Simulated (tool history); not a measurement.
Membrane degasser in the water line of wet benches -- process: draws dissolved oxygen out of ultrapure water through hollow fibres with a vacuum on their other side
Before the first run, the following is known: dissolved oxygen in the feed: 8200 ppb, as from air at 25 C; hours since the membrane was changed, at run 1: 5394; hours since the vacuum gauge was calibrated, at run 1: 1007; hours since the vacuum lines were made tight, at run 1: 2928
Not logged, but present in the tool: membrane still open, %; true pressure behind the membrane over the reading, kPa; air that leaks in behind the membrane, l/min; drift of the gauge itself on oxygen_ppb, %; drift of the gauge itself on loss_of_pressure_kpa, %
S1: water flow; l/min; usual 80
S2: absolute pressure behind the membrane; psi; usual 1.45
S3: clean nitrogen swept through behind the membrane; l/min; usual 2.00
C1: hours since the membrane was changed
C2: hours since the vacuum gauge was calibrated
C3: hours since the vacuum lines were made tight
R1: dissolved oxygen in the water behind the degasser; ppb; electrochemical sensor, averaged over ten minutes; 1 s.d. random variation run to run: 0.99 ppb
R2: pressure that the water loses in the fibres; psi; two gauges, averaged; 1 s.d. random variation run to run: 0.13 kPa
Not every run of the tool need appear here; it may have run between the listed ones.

run 1 hour=0.0 | S1=80 S2=1.45 S3=2.00 | C1=5394 C2=1007 C3=2928 | R1=545.7 R2=6.226
run 2 hour=124.7 | S1=80 S2=1.45 S3=2.00 | C1=5519 C2=1132 C3=3053 | R1=545.4 R2=6.231
run 3 hour=257.7 | S1=80 S2=1.45 S3=2.00 | C1=5652 C2=1265 C3=3186 | R1=546.1 R2=6.193
run 4 hour=376.2 | S1=80 S2=1.45 S3=2.00 | C1=5771 C2=1384 C3=3304 | R1=545.3 R2=6.219
run 5 hour=460.1 | S1=80 S2=1.45 S3=2.00 | C1=5855 C2=1468 C3=3388 | R1=546.2 R2=6.205
run 6 hour=599.3 | S1=80 S2=1.45 S3=2.00 | C1=5994 C2=1607 C3=3528 | R1=547.1 R2=6.212
run 7 hour=723.7 | S1=80 S2=1.45 S3=2.00 | C1=6118 C2=1731 C3=3652 | R1=544.4 R2=6.229
run 8 hour=851.0 | S1=80 S2=1.45 S3=2.00 | C1=6245 C2=1858 C3=3779 | R1=546.4 R2=6.221
run 9 hour=936.7 | S1=80 S2=1.45 S3=1.12 | C1=6331 C2=1944 C3=3865 | R1=810.8 R2=6.218
run 10 hour=1029.0 | S1=105 S2=1.17 S3=2.00 | C1=6423 C2=2036 C3=3957 | R1=540.3 R2=8.169
run 11 hour=1135.5 | S1=80 S2=2.19 S3=1.25 | C1=6530 C2=2143 C3=4064 | R1=1237.4 R2=6.212
run 12 hour=1203.8 | S1=80 S2=2.19 S3=1.25 | C1=6598 C2=2211 C3=4132 | R1=1234.9 R2=6.216
run 13 hour=1285.9 | S1=80 S2=2.19 S3=1.25 | C1=6680 C2=2293 C3=4214 | R1=1241.1 R2=6.242
run 14 hour=1406.9 | S1=80 S2=2.19 S3=1.25 | C1=6801 C2=2414 C3=4335 | R1=1234.3 R2=6.222
run 15 hour=1475.8 | S1=57 S2=1.31 S3=1.27 | C1=6870 C2=2483 C3=4404 | R1=495.5 R2=4.437
run 16 hour=1588.4 | S1=80 S2=1.03 S3=1.40 | C1=6983 C2=2596 C3=4517 | R1=427.9 R2=6.245
run 17 hour=1663.9 | S1=80 S2=1.03 S3=1.40 | C1=7058 C2=2671 C3=4592 | R1=428.3 R2=6.228
run 18 hour=1733.3 | S1=80 S2=1.03 S3=1.40 | C1=7128 C2=2741 C3=4661 | R1=428.6 R2=6.242

3 ways to go on from here, each from the tool as it stands after run 18. What would each give?
run A hour=1807.3 | S1=49 S2=3.19 S3=2.00 | C1=7202 C2=2815 C3=4736 | R1=? R2=?
run B hour=1807.3 | S1=58 S2=1.41 S3=1.66 | C1=7202 C2=2815 C3=4736 | R1=? R2=?
run C hour=1807.3 | S1=93 S2=1.45 S3=2.00 | C1=7202 C2=2815 C3=4736 | R1=? R2=?

run=A R1=912.7 R2=3.799
run=B R1=457.5 R2=4.506
run=C R1=628.4 R2=7.277
Without the tool's unlogged condition, the same runs would have read:
run=A R1=907.1 R2=3.735
run=B R1=452.1 R2=4.429
run=C R1=619.4 R2=7.153
